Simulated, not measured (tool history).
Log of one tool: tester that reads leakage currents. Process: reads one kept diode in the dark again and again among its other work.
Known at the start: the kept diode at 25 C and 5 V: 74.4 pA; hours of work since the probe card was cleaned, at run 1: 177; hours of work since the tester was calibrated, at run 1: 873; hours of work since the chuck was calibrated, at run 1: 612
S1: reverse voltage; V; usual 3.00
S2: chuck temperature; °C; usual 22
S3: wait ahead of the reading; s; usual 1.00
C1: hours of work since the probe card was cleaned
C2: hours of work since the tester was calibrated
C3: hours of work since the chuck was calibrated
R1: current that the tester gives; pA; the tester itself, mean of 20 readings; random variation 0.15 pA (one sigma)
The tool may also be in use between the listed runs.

| run | hour | S1 | S2 | S3 | C1 | C2 | C3 | R1 |
|---|---|---|---|---|---|---|---|---|
| 1 | 0.0 | 3.00 | 22 | 1.00 | 177 | 873 | 612 | 53.18 |
| 2 | 61.6 | 18.20 | 22 | 1.00 | 226 | 921 | 661 | 96.13 |
| 3 | 101.4 | 18.20 | 22 | 1.00 | 257 | 953 | 692 | 96.80 |
| 4 | 149.4 | 18.20 | 22 | 1.00 | 295 | 991 | 730 | 98.36 |
| 5 | 182.9 | 18.20 | 22 | 1.00 | 322 | 1017 | 757 | 98.50 |
| 6 | 237.7 | 18.20 | 22 | 1.00 | 365 | 1060 | 800 | 99.79 |
| 7 | 276.2 | 18.20 | 22 | 1.00 | 395 | 1091 | 830 | 100.30 |
| 8 | 339.5 | 4.83 | 24 | 1.00 | 445 | 1141 | 880 | 76.87 |
| 9 | 404.6 | 3.00 | 55 | 9.61 | 497 | 1192 | 932 | 831.24 |
| 10 | 445.3 | 3.00 | 55 | 9.61 | 529 | 1224 | 964 | 839.04 |
|  | 452.6 | tester calibrated |
| 11 | 497.9 | 3.00 | 55 | 9.61 | 569 | 36 | 1004 | 833.52 |
| 12 | 549.9 | 3.01 | 56 | 4.19 | 610 | 77 | 1045 | 902.84 |
| 13 | 592.0 | 3.01 | 40 | 2.69 | 643 | 110 | 1078 | 265.07 |
|  | 610.0 | tester calibrated, once more |
| 14 | 652.9 | 2.28 | 52 | 0.63 | 690 | 34 | 1125 | 632.22 |

Forecast each of these 4 alternatives for the next run:
| A | 692.2 | 3.20 | 22 | 1.00 | 721 | 65 | 1156 | ? |
| B | 692.2 | 1.81 | 49 | 1.00 | 721 | 65 | 1156 | ? |
| C | 692.2 | 16.46 | 22 | 3.55 | 721 | 65 | 1156 | ? |
| D | 692.2 | 2.14 | 53 | 3.41 | 721 | 65 | 1156 | ? |

| run | R1 |
|---|---|
| A | 60.80 |
| B | 471.44 |
| C | 104.50 |
| D | 669.32 |
Without the tool's hidden state the same runs would have given:
| run | R1 |
|---|---|
| A | 50.06 |
| B | 407.56 |
| C | 81.89 |
| D | 580.82 |
